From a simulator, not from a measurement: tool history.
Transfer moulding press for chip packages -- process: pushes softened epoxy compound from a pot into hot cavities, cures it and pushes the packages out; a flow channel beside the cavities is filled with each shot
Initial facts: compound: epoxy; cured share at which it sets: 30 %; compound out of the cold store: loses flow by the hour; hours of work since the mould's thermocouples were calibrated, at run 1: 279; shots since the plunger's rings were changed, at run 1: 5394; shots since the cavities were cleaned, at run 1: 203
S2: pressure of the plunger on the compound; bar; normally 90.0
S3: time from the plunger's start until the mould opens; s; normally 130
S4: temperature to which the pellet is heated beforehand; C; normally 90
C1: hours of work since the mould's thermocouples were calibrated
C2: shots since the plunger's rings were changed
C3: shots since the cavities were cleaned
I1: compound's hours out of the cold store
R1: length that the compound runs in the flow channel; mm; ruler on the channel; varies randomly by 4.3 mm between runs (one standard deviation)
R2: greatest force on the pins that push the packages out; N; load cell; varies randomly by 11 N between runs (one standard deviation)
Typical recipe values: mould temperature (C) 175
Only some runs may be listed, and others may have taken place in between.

Run 1, hour 0.0: usual settings; C1 279; C2 5394; C3 203; I1 27.0. Result: R1 504 mm, R2 516 N.
Run 2, hour 30.4: usual settings; C1 292; C2 5598; C3 407; I1 37.8. Result: R1 477 mm, R2 497 N.
Run 3, hour 60.1: usual settings; C1 305; C2 5798; C3 607; I1 9.1. Result: R1 579 mm, R2 544 N.
Run 4, hour 82.5: usual settings but S3 155 s; C1 314; C2 5949; C3 758; I1 42.3. Result: R1 454 mm, R2 406 N.
Run 5, hour 110.4: usual settings but S3 155 s; C1 327; C2 6136; C3 945; I1 35.2. Result: R1 481 mm, R2 421 N.
At hour 130.8: cavities cleaned with cleaning compound and waxed.
Run 6, hour 140.6: usual settings but S3 155 s; C1 339; C2 6329; C3 66; I1 33.2. Result: R1 494 mm, R2 404 N.
Run 7, hour 162.2: usual settings but S2 94.3 bar; C1 349; C2 6474; C3 211; I1 23.1. Result: R1 533 mm, R2 519 N.
At hour 174.7: plunger's sealing rings changed.
Run 8, hour 193.3: usual settings; C1 361; C2 125; C3 403; I1 27.4. Result: R1 504 mm, R2 532 N.
Run 9, hour 214.3: usual settings but S4 96 C; C1 370; C2 266; C3 544; I1 30.1. Result: R1 493 mm, R2 506 N.
Run 10, hour 237.0: usual settings; C1 380; C2 419; C3 697; I1 15.9. Result: R1 552 mm, R2 531 N.
Run 11, hour 259.0: usual settings; C1 390; C2 567; C3 845; I1 36.6. Result: R1 480 mm, R2 502 N.
Run 12, hour 279.7: usual settings; C1 399; C2 706; C3 984; I1 30.0. Result: R1 500 mm, R2 519 N.
At hour 292.4: cavities cleaned with cleaning compound and waxed.
Run 13, hour 299.7: usual settings; C1 407; C2 830; C3 49; I1 14.3. Result: R1 556 mm, R2 539 N.
Run 14, hour 312.7: usual settings; C1 412; C2 917; C3 136; I1 42.0. Result: R1 456 mm, R2 489 N.
Run 15, hour 326.4: usual settings but S4 93 C; C1 418; C2 1009; C3 228; I1 10.9. Result: R1 566 mm, R2 543 N.
Run 16, hour 348.2: usual settings but mould temperature (C) 181, S4 93 C; C1 428; C2 1156; C3 375; I1 33.8. Result: R1 473 mm, R2 388 N.
Run 17, hour 365.5: usual settings but S2 70.9 bar; C1 435; C2 1273; C3 492; I1 40.8. Result: R1 410 mm, R2 495 N.
Run 18, hour 391.9: usual settings but S2 70.7 bar; C1 447; C2 1450; C3 669; I1 41.1. Result: R1 410 mm, R2 479 N.
Run 19, hour 407.1: usual settings but mould temperature (C) 180, S2 96.0 bar, S3 126 s, S4 81 C; C1 453; C2 1552; C3 771; I1 20.7. Result: R1 537 mm, R2 413 N.
Run 20, hour 423.2: usual settings but mould temperature (C) 180, S2 96.0 bar, S3 126 s, S4 81 C; C1 460; C2 1660; C3 879; I1 30.4. Result: R1 509 mm, R2 420 N.
Run 21, hour 446.3: usual settings but mould temperature (C) 180, S2 106.5 bar, S3 113 s, S4 84 C; C1 471; C2 1815; C3 1034; I1 12.5. Result: R1 594 mm, R2 496 N.
At hour 452.1: cavities cleaned with cleaning compound and waxed.
Run 22, hour 471.9: usual settings but mould temperature (C) 180, S2 106.5 bar, S3 113 s, S4 84 C; C1 481; C2 1977; C3 133; I1 19.2. Result: R1 556 mm, R2 514 N.
At hour 493.7: mould's thermocouples calibrated.
Run 23, hour 503.8: usual settings but mould temperature (C) 180, S2 74.6 bar, S4 84 C; C1 4; C2 2178; C3 334; I1 8.4. Result: R1 517 mm, R2 421 N.
Run 24, hour 533.3: usual settings but mould temperature (C) 180, S2 74.6 bar, S4 84 C; C1 17; C2 2376; C3 532; I1 26.8. Result: R1 453 mm, R2 416 N.
Run 25, hour 548.1: usual settings but mould temperature (C) 180, S2 74.6 bar, S4 84 C; C1 24; C2 2476; C3 632; I1 17.6. Result: R1 477 mm, R2 403 N.
Run 26, hour 563.0: usual settings but mould temperature (C) 180, S2 74.6 bar, S4 84 C; C1 30; C2 2576; C3 732; I1 32.6. Result: R1 430 mm, R2 403 N.
Run 27, hour 592.0: usual settings but mould temperature (C) 180, S2 74.6 bar, S4 84 C; C1 43; C2 2771; C3 927; I1 10.2. Result: R1 498 mm, R2 414 N.
At hour 613.8: cavities cleaned with cleaning compound and waxed.
Run 28, hour 620.8: usual settings but mould temperature (C) 180, S2 98.7 bar, S3 144 s, S4 88 C; C1 55; C2 2954; C3 47; I1 12.6. Result: R1 573 mm, R2 375 N.
Run 29, hour 641.3: usual settings but mould temperature (C) 180, S2 98.7 bar, S3 144 s, S4 88 C; C1 64; C2 3092; C3 185; I1 32.9. Result: R1 506 mm, R2 392 N.

3 options for the next run, each taken on its own from the tool as it stands now. Forecast them:
Run A, hour 655.8: usual settings but mould temperature (C) 180, S2 98.7 bar, S3 136 s, S4 91 C; C1 70; C2 3189; C3 282; I1 10.1. Result: R1 ?, R2 ?.
Run B, hour 655.8: usual settings but mould temperature (C) 180, S2 98.7 bar, S4 88 C; C1 70; C2 3189; C3 282; I1 26.5. Result: R1 ?, R2 ?.
Run C, hour 655.8: usual settings but S3 148 s; C1 70; C2 3189; C3 282; I1 29.0. Result: R1 ?, R2 ?.

run   R1   R2
  A  587  389
  B  524  385
  C  500  427
Take away the tool's hidden state, keep each run's random variation, and the runs would have read:
run   R1   R2
  A  587  386
  B  524  382
  C  500  424
